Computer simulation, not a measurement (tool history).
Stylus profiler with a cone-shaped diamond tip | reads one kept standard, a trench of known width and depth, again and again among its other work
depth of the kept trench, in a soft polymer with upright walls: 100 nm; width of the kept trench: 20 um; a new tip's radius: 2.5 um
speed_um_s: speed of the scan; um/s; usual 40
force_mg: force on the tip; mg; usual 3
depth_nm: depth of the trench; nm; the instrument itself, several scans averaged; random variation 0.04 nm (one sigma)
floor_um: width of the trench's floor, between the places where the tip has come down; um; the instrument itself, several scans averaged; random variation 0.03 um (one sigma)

Run 1, hour 0: usual settings. Result: depth_nm 101.45 nm, floor_um 18.28 um.
Run 2, hour 41.3: usual settings. Result: depth_nm 101.51 nm, floor_um 18.23 um.
Run 3, hour 80.7: usual settings but force_mg 1.25 mg. Result: depth_nm 100.68 nm, floor_um 18.15 um.
Run 4, hour 113.3: usual settings but force_mg 1.25 mg. Result: depth_nm 100.77 nm, floor_um 18.11 um.
Run 5, hour 159.2: usual settings but force_mg 1.25 mg. Result: depth_nm 100.76 nm, floor_um 18.07 um.
Run 6, hour 181.4: usual settings but speed_um_s 19 um/s. Result: depth_nm 101.43 nm, floor_um 18.38 um.
Run 7, hour 227.5: usual settings but speed_um_s 19 um/s. Result: depth_nm 101.49 nm, floor_um 18.35 um.
Run 8, hour 250.5: usual settings but speed_um_s 19 um/s, force_mg 1.39 mg. Result: depth_nm 100.83 nm, floor_um 18.2 um.
Run 9, hour 271.4: usual settings but speed_um_s 19 um/s. Result: depth_nm 101.4 nm, floor_um 18.29 um.
Run 10, hour 303.9: usual settings but speed_um_s 19 um/s. Result: depth_nm 101.43 nm, floor_um 18.28 um.
Run 11, hour 336.4: usual settings but speed_um_s 19 um/s. Result: depth_nm 101.4 nm, floor_um 18.34 um.
Run 12, hour 360: usual settings but speed_um_s 19 um/s. Result: depth_nm 101.43 nm, floor_um 18.29 um.
Run 13, hour 388.7: usual settings but force_mg 4.48 mg. Result: depth_nm 101.93 nm, floor_um 18.29 um.
Run 14, hour 430: usual settings but force_mg 4.48 mg. Result: depth_nm 101.92 nm, floor_um 18.22 um.
Run 15, hour 465.8: usual settings but force_mg 2.68 mg. Result: depth_nm 101.3 nm, floor_um 18.16 um.
Run 16, hour 500.9: usual settings. Result: depth_nm 101.39 nm, floor_um 18.15 um.
Run 17, hour 542.1: usual settings. Result: depth_nm 101.41 nm, floor_um 18.19 um.
Run 18, hour 583.9: usual settings. Result: depth_nm 101.42 nm, floor_um 18.16 um.
Run 19, hour 620.8: usual settings. Result: depth_nm 101.37 nm, floor_um 18.14 um.
Run 20, hour 647.6: usual settings. Result: depth_nm 101.42 nm, floor_um 18.16 um.
Run 21, hour 690.5: usual settings but force_mg 1.25 mg. Result: depth_nm 100.67 nm, floor_um 17.99 um.
Run 22, hour 724.5: usual settings but speed_um_s 87 um/s. Result: depth_nm 101.36 nm, floor_um 17.91 um.
Run 23, hour 761.1: usual settings but speed_um_s 12 um/s. Result: depth_nm 101.32 nm, floor_um 18.3 um.
Run 24, hour 798.2: usual settings but speed_um_s 12 um/s. Result: depth_nm 101.4 nm, floor_um 18.27 um.
Run 25, hour 831.9: usual settings but speed_um_s 10 um/s, force_mg 6.95 mg. Result: depth_nm 102.58 nm, floor_um 18.24 um.
Run 26, hour 851.7: usual settings but speed_um_s 27 um/s, force_mg 5 mg. Result: depth_nm 102.02 nm, floor_um 18.19 um.
Run 27, hour 880.6: usual settings but speed_um_s 22 um/s, force_mg 1.07 mg. Result: depth_nm 100.48 nm, floor_um 18.12 um.
Run 28, hour 899.7: usual settings but speed_um_s 22 um/s, force_mg 1.07 mg. Result: depth_nm 100.56 nm, floor_um 18.15 um.
Run 29, hour 933.8: usual settings but speed_um_s 22 um/s, force_mg 1.07 mg. Result: depth_nm 100.53 nm, floor_um 18.09 um.
Run 30, hour 973.4: usual settings but speed_um_s 22 um/s, force_mg 1.03 mg. Result: depth_nm 100.48 nm, floor_um 18.11 um.
Run 31, hour 1001.8: usual settings but speed_um_s 14 um/s, force_mg 5.81 mg. Result: depth_nm 102.23 nm, floor_um 18.22 um.
Run 32, hour 1038.4: usual settings but speed_um_s 102 um/s, force_mg 3.69 mg. Result: depth_nm 101.46 nm, floor_um 17.87 um.
Run 33, hour 1074.1: usual settings but speed_um_s 102 um/s, force_mg 3.69 mg. Result: depth_nm 101.51 nm, floor_um 17.76 um.
Run 34, hour 1114.1: usual settings but speed_um_s 102 um/s, force_mg 3.69 mg. Result: depth_nm 101.54 nm, floor_um 17.8 um.
Run 35, hour 1141.2: usual settings but speed_um_s 20 um/s, force_mg 1.92 mg. Result: depth_nm 100.87 nm, floor_um 18.13 um.
Run 36, hour 1179.3: usual settings but speed_um_s 44 um/s, force_mg 5.08 mg. Result: depth_nm 101.96 nm, floor_um 18.12 um.
Run 37, hour 1204.6: usual settings but speed_um_s 44 um/s, force_mg 5.08 mg. Result: depth_nm 101.94 nm, floor_um 18.15 um.
Run 38, hour 1244.6: usual settings but speed_um_s 44 um/s, force_mg 4.64 mg. Result: depth_nm 101.81 nm, floor_um 18.07 um.
Run 39, hour 1270.5: usual settings but speed_um_s 44 um/s, force_mg 4.64 mg. Result: depth_nm 101.8 nm, floor_um 18.06 um.
Run 40, hour 1297.1: usual settings but speed_um_s 45 um/s, force_mg 1.13 mg. Result: depth_nm 100.45 nm, floor_um 17.84 um.
Run 41, hour 1327.9: usual settings but speed_um_s 42 um/s, force_mg 5.05 mg. Result: depth_nm 101.88 nm, floor_um 18.09 um.
Run 42, hour 1347: usual settings but speed_um_s 11 um/s, force_mg 2.71 mg. Result: depth_nm 101.1 nm, floor_um 18.23 um.
Run 43, hour 1383.7: usual settings but speed_um_s 43 um/s, force_mg 7.59 mg. Result: depth_nm 102.58 nm, floor_um 18.12 um.
Run 44, hour 1410.5: usual settings but speed_um_s 17 um/s, force_mg 2.47 mg. Result: depth_nm 101.07 nm, floor_um 18.16 um.
Run 45, hour 1438: usual settings but speed_um_s 17 um/s, force_mg 2.47 mg. Result: depth_nm 100.92 nm, floor_um 18.16 um.
Run 46, hour 1477.4: usual settings but speed_um_s 17 um/s, force_mg 2.47 mg. Result: depth_nm 100.92 nm, floor_um 18.13 um.

Measured less the same run without the tool's hidden state. The same run-to-run variation is in both; the gauge's scatter may not be:
The hidden state here: radius of the tip, um; height scale over the true one, %; drift of the gauge itself on depth_nm, %; drift of the gauge itself on floor_um, %.
run  depth_nm  floor_um
  1     -0.13     -0.12
  2     -0.14     -0.13
  3     -0.15     -0.13
  4     -0.16     -0.14
  5     -0.16     -0.15
  6     -0.17     -0.15
  7     -0.17     -0.16
  8     -0.18     -0.17
  9     -0.19     -0.17
 10     -0.19     -0.17
 11      -0.2     -0.18
 12     -0.21     -0.18
 13     -0.22     -0.19
 14     -0.22     -0.19
 15     -0.22      -0.2
 16     -0.23     -0.21
 17     -0.24     -0.21
 18     -0.25     -0.22
 19     -0.25     -0.22
 20     -0.26     -0.23
 21     -0.27     -0.24
 22     -0.28     -0.24
 23     -0.28     -0.25
 24     -0.29     -0.26
 25      -0.3     -0.26
 26      -0.3     -0.26
 27     -0.31     -0.27
 28     -0.31     -0.27
 29     -0.32     -0.28
 30     -0.33     -0.28
 31     -0.34     -0.29
 32     -0.34     -0.29
 33     -0.35      -0.3
 34     -0.36      -0.3
 35     -0.36     -0.31
 36     -0.37     -0.32
 37     -0.38     -0.32
 38     -0.38     -0.33
 39     -0.38     -0.33
 40     -0.39     -0.33
 41      -0.4     -0.34
 42     -0.41     -0.35
 43     -0.41     -0.35
 44     -0.42     -0.36
 45     -0.42     -0.35
 46     -0.43     -0.36
